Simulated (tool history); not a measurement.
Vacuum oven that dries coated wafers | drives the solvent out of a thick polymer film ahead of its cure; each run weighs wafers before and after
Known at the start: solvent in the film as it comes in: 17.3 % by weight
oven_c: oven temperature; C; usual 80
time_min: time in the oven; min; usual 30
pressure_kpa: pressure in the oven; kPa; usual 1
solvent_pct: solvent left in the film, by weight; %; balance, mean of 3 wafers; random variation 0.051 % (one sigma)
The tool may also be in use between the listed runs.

run,day,oven_c,time_min,pressure_kpa,solvent_pct
1,0,80,30,1,1.19
2,1.621,80,30,1,1.24
3,4.062,80,30,1,1.32
4,5.504,71,30,1,2.56
5,7.783,80,30,1,1.23
6,10.654,80,30,1,1.26
7,12.3,80,30,1,1.27
8,14.296,80,33,1,1.1
9,16.604,80,33,1,1.17
10,18.154,80,30,1,1.37
11,20.454,74,30,1,2.26
12,22.671,80,30,1,1.4
# day 24.767: vacuum gauge cleaned of residue and calibrated
13,24.767,80,30,1,1.27
14,26.55,80,38,1,0.8
# day 27.688: oven's thermocouples calibrated
15,28.917,80,38,1,0.65
16,31.662,80,38,1,0.65
17,33.954,80,38,1,0.73
18,36.754,78,21,1,2.36
19,38.854,77,21,1.9,3
20,40.279,87,23,0.56,0.82
21,43.029,87,23,0.56,0.82
22,44.658,87,27,0.63,0.6
23,46.867,70,27,1.06,3.05
24,49.6,70,27,0.63,2.92
25,51.229,80,35,3.62,1.97
26,53.558,89,16,1,1.79
27,55.571,93,36,3.77,1.06
28,57.771,90,30,1,0.5
29,60.142,79,28,1.08,1.58
30,61.358,68,28,2.41,4.16
31,63.638,80,24,2.67,2.36
32,66.042,78,34,2.95,2.04

Forecast each of these 3 alternatives for the next run:
A,68.117,66,30,0.55,?
B,68.117,78,22,2.95,?
C,68.117,80,25,1.8,?

run,solvent_pct
A,3.39
B,3.24
C,1.99
Without the tool's hidden state the same runs would have given:
run,solvent_pct
A,2.93
B,2.84
C,1.69

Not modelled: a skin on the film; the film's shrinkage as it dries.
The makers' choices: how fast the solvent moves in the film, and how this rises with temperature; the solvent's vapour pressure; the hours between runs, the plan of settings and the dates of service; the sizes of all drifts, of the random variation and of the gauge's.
